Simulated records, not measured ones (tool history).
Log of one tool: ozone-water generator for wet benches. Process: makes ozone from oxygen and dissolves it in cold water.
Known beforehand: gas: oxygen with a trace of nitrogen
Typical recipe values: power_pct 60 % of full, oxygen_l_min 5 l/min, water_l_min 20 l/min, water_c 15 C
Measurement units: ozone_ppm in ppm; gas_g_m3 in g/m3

run   hour  power_pct  oxygen_l_min  water_l_min  water_c  ozone_ppm  gas_g_m3
  1      0         60             5           20       15       24.9     207.8
  2   33.3         60             5           20       15       25.2     209.3
  3   54.9         60             5           20       15         25       211
  4     77         60             5           20       15       24.9     208.6
  5  115.2         68             5           20       15       27.9     237.5
  6  157.5         60          4.08           20       15       24.8     238.3
  7  191.1         63          4.08           20       15       26.5     251.6
  8  219.6         63          4.08           20       15         26     251.4
  9    250         60             5           14       15       32.2     213.7
 10  293.8         60             5           16       15       29.2     213.9
 11  332.3         53             5           20       15       22.3       192
 12  360.1         53             5           20       15       21.9     189.5
 13  401.2         53             5           20       15       22.2       191
     428.4  -- gauge calibrated
 14    432         53             5           20       15       22.2     186.8
 15  459.7         53             5           20       15       22.3     185.9
 16    497         68          6.73           31       15       19.4     198.1
 17  537.3         68          6.73           31       15       19.2     197.5
 18  560.7         50             5           20       15         21     179.9
 19  592.4         60             5           12       11       37.8     209.5
 20    633         79             5           24       12       28.8       274
 21  656.3         79             5           24       12       28.4     273.3

The next listed run, before its measurement:
 22  676.1         48             5           20       15          ?         ?

Run 22 produced ozone_ppm 20.3 ppm, gas_g_m3 173.8 g/m3.
On a tool with no hidden condition, and with the same random variation, this run would have come out at ozone_ppm 20.3 ppm, gas_g_m3 171 g/m3.

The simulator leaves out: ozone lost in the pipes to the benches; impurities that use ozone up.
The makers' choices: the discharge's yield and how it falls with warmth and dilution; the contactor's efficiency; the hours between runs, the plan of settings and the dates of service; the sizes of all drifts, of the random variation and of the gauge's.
